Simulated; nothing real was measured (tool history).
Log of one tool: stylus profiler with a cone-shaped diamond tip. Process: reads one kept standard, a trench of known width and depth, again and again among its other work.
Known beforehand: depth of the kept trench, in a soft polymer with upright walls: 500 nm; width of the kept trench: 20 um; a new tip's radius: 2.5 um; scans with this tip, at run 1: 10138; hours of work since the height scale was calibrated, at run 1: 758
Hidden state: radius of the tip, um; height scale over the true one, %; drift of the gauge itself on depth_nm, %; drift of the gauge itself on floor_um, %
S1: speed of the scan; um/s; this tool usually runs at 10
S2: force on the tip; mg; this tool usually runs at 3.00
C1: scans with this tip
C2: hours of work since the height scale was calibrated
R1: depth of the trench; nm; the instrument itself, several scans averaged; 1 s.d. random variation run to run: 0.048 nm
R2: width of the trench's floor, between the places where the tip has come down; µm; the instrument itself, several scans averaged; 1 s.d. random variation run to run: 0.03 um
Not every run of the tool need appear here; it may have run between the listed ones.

run 1 day=0.000 | S1=10 S2=3.00 | C1=10138 C2=758 | R1=507.05 R2=16.93
run 2 day=2.733 | S1=10 S2=3.00 | C1=10750 C2=803 | R1=507.08 R2=16.95
run 3 day=5.583 | S1=10 S2=4.78 | C1=11387 C2=851 | R1=509.65 R2=16.96
run 4 day=7.704 | S1=10 S2=4.78 | C1=11862 C2=887 | R1=509.65 R2=16.92
run 5 day=10.929 | S1=10 S2=1.79 | C1=12584 C2=941 | R1=504.98 R2=16.94
run 6 day=12.858 | S1=10 S2=1.79 | C1=13015 C2=973 | R1=505.02 R2=16.94
run 7 day=16.362 | S1=10 S2=1.92 | C1=13800 C2=1031 | R1=505.25 R2=16.98
run 8 day=19.821 | S1=10 S2=1.92 | C1=14573 C2=1089 | R1=505.20 R2=17.00
run 9 day=22.596 | S1=10 S2=1.92 | C1=15194 C2=1136 | R1=505.17 R2=16.95
run 10 day=24.417 | S1=4 S2=3.86 | C1=15602 C2=1166 | R1=508.36 R2=16.98
run 11 day=26.262 | S1=38 S2=4.35 | C1=16014 C2=1197 | R1=509.11 R2=16.88
run 12 day=27.942 | S1=3 S2=3.34 | C1=16390 C2=1225 | R1=507.58 R2=16.99
-- day=29.808 height scale calibrated on a step standard
run 13 day=31.254 | S1=37 S2=8.89 | C1=17126 C2=24 | R1=514.63 R2=16.96
run 14 day=34.583 | S1=2 S2=5.33 | C1=17871 C2=80 | R1=510.48 R2=16.96

5 ways to go on from here, each from the tool as it stands after run 14. What would each give?
run A day=37.738 | S1=9 S2=8.57 | C1=18577 C2=133 | R1=? R2=?
run B day=37.738 | S1=4 S2=1.71 | C1=18577 C2=133 | R1=? R2=?
run C day=37.738 | S1=14 S2=2.89 | C1=18577 C2=133 | R1=? R2=?
run D day=37.738 | S1=2 S2=2.62 | C1=18577 C2=133 | R1=? R2=?
run E day=37.738 | S1=2 S2=1.66 | C1=18577 C2=133 | R1=? R2=?

run=A R1=514.20 R2=16.97
run=B R1=504.87 R2=17.01
run=C R1=506.94 R2=16.93
run=D R1=506.39 R2=16.96
run=E R1=504.75 R2=16.97
With the hidden condition removed and each run's random variation left untouched, the same runs would have given:
run=A R1=514.20 R2=16.98
run=B R1=504.87 R2=17.02
run=C R1=506.94 R2=16.94
run=D R1=506.39 R2=16.98
run=E R1=504.75 R2=16.99

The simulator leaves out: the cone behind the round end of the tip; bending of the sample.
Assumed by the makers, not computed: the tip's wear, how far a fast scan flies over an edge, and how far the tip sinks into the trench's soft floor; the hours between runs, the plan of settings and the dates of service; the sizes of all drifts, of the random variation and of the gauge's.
